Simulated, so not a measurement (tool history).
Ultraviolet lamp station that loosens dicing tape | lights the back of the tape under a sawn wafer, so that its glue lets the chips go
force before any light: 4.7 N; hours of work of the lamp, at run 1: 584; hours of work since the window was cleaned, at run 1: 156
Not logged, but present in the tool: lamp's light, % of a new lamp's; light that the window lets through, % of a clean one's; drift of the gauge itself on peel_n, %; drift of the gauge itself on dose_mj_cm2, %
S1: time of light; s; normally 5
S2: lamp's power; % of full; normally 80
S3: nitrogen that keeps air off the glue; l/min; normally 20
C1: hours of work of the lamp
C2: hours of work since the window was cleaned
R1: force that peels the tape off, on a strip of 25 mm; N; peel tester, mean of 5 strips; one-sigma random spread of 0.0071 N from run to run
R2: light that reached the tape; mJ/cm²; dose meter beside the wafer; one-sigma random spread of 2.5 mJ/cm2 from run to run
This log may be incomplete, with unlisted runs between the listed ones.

{"run": 1, "hour": 0.0, "S1": 5, "S2": 80, "S3": 20, "C1": 584, "C2": 156, "R1": 0.324, "R2": 247}
{"run": 2, "hour": 14.2, "S1": 7, "S2": 80, "S3": 20, "C1": 596, "C2": 168, "R1": 0.218, "R2": 346}
{"run": 3, "hour": 32.5, "S1": 7, "S2": 80, "S3": 20, "C1": 610, "C2": 182, "R1": 0.213, "R2": 342}
{"run": 4, "hour": 50.7, "S1": 5, "S2": 80, "S3": 20, "C1": 625, "C2": 197, "R1": 0.351, "R2": 245}
{"run": 5, "hour": 60.8, "S1": 5, "S2": 80, "S3": 20, "C1": 633, "C2": 205, "R1": 0.347, "R2": 236}
{"run": 6, "hour": 78.1, "S1": 5, "S2": 80, "S3": 20, "C1": 646, "C2": 219, "R1": 0.348, "R2": 239}
{"run": 7, "hour": 97.2, "S1": 5, "S2": 80, "S3": 20, "C1": 662, "C2": 234, "R1": 0.366, "R2": 231}
{"run": 8, "hour": 105.1, "S1": 5, "S2": 80, "S3": 20, "C1": 668, "C2": 240, "R1": 0.359, "R2": 230}
{"hour": 114.6, "done": "window cleaned of glue's vapour"}
{"run": 9, "hour": 114.9, "S1": 5, "S2": 80, "S3": 20, "C1": 675, "C2": 0, "R1": 0.303, "R2": 269}
{"run": 10, "hour": 130.0, "S1": 5, "S2": 80, "S3": 20, "C1": 687, "C2": 12, "R1": 0.288, "R2": 266}
{"run": 11, "hour": 138.8, "S1": 5, "S2": 80, "S3": 20, "C1": 694, "C2": 19, "R1": 0.296, "R2": 265}
{"run": 12, "hour": 148.6, "S1": 5, "S2": 80, "S3": 20, "C1": 702, "C2": 27, "R1": 0.303, "R2": 265}
{"run": 13, "hour": 160.7, "S1": 5, "S2": 80, "S3": 20, "C1": 712, "C2": 37, "R1": 0.308, "R2": 263}
{"run": 14, "hour": 170.8, "S1": 5, "S2": 80, "S3": 37, "C1": 720, "C2": 45, "R1": 0.238, "R2": 265}
{"run": 15, "hour": 186.1, "S1": 5, "S2": 80, "S3": 20, "C1": 732, "C2": 57, "R1": 0.307, "R2": 259}
{"run": 16, "hour": 203.2, "S1": 5, "S2": 80, "S3": 20, "C1": 746, "C2": 70, "R1": 0.308, "R2": 258}
{"run": 17, "hour": 212.9, "S1": 5, "S2": 80, "S3": 7, "C1": 753, "C2": 78, "R1": 0.582, "R2": 252}
{"run": 18, "hour": 224.0, "S1": 5, "S2": 80, "S3": 20, "C1": 762, "C2": 87, "R1": 0.313, "R2": 249}
{"run": 19, "hour": 239.7, "S1": 5, "S2": 80, "S3": 20, "C1": 775, "C2": 100, "R1": 0.316, "R2": 250}
{"run": 20, "hour": 252.6, "S1": 4, "S2": 80, "S3": 18, "C1": 785, "C2": 110, "R1": 0.509, "R2": 198}
{"run": 21, "hour": 261.8, "S1": 9, "S2": 75, "S3": 8, "C1": 792, "C2": 117, "R1": 0.233, "R2": 413}
{"run": 22, "hour": 277.9, "S1": 3, "S2": 99, "S3": 11, "C1": 805, "C2": 130, "R1": 0.794, "R2": 182}
{"run": 23, "hour": 294.4, "S1": 5, "S2": 69, "S3": 20, "C1": 818, "C2": 143, "R1": 0.428, "R2": 206}
{"run": 24, "hour": 311.3, "S1": 2, "S2": 69, "S3": 20, "C1": 832, "C2": 157, "R1": 1.69, "R2": 81}
{"run": 25, "hour": 326.9, "S1": 9, "S2": 80, "S3": 35, "C1": 844, "C2": 169, "R1": 0.173, "R2": 422}
{"run": 26, "hour": 346.0, "S1": 10, "S2": 80, "S3": 20, "C1": 859, "C2": 184, "R1": 0.168, "R2": 470}
{"run": 27, "hour": 356.8, "S1": 6, "S2": 80, "S3": 20, "C1": 868, "C2": 193, "R1": 0.279, "R2": 277}
{"run": 28, "hour": 365.3, "S1": 6, "S2": 71, "S3": 6, "C1": 875, "C2": 200, "R1": 0.668, "R2": 249}
{"run": 29, "hour": 378.9, "S1": 6, "S2": 71, "S3": 6, "C1": 885, "C2": 210, "R1": 0.693, "R2": 242}
{"run": 30, "hour": 395.5, "S1": 6, "S2": 71, "S3": 6, "C1": 899, "C2": 224, "R1": 0.701, "R2": 240}
{"run": 31, "hour": 404.7, "S1": 10, "S2": 80, "S3": 20, "C1": 906, "C2": 231, "R1": 0.182, "R2": 448}
{"run": 32, "hour": 414.2, "S1": 4, "S2": 80, "S3": 39, "C1": 914, "C2": 238, "R1": 0.396, "R2": 180}
{"hour": 425.8, "done": "window cleaned of glue's vapour"}
{"run": 33, "hour": 428.2, "S1": 4, "S2": 80, "S3": 39, "C1": 924, "C2": 2, "R1": 0.332, "R2": 209}
{"run": 34, "hour": 440.5, "S1": 3, "S2": 61, "S3": 21, "C1": 934, "C2": 12, "R1": 1.085, "R2": 114}
{"run": 35, "hour": 454.0, "S1": 3, "S2": 61, "S3": 21, "C1": 945, "C2": 22, "R1": 1.081, "R2": 117}
{"run": 36, "hour": 461.9, "S1": 3, "S2": 61, "S3": 21, "C1": 951, "C2": 29, "R1": 1.083, "R2": 118}
{"run": 37, "hour": 478.0, "S1": 3, "S2": 61, "S3": 21, "C1": 964, "C2": 42, "R1": 1.077, "R2": 113}

Here are 5 independent what-if runs from the current tool condition. What would each one return?
{"run": "A", "hour": 493.1, "S1": 8, "S2": 80, "S3": 31, "C1": 976, "C2": 54, "R1": "?", "R2": "?"}
{"run": "B", "hour": 493.1, "S1": 4, "S2": 66, "S3": 7, "C1": 976, "C2": 54, "R1": "?", "R2": "?"}
{"run": "C", "hour": 493.1, "S1": 6, "S2": 78, "S3": 12, "C1": 976, "C2": 54, "R1": "?", "R2": "?"}
{"run": "D", "hour": 493.1, "S1": 2, "S2": 61, "S3": 7, "C1": 976, "C2": 54, "R1": "?", "R2": "?"}
{"run": "E", "hour": 493.1, "S1": 2, "S2": 61, "S3": 20, "C1": 976, "C2": 54, "R1": "?", "R2": "?"}

run=A R1=0.186 R2=394
run=B R1=1.112 R2=169
run=C R1=0.321 R2=292
run=D R1=2.418 R2=76
run=E R1=1.800 R2=74
Stripped of hidden state, with their random variation kept, the same runs would have yielded:
run=A R1=0.179 R2=467
run=B R1=0.876 R2=200
run=C R1=0.247 R2=346
run=D R1=2.141 R2=90
run=E R1=1.517 R2=88
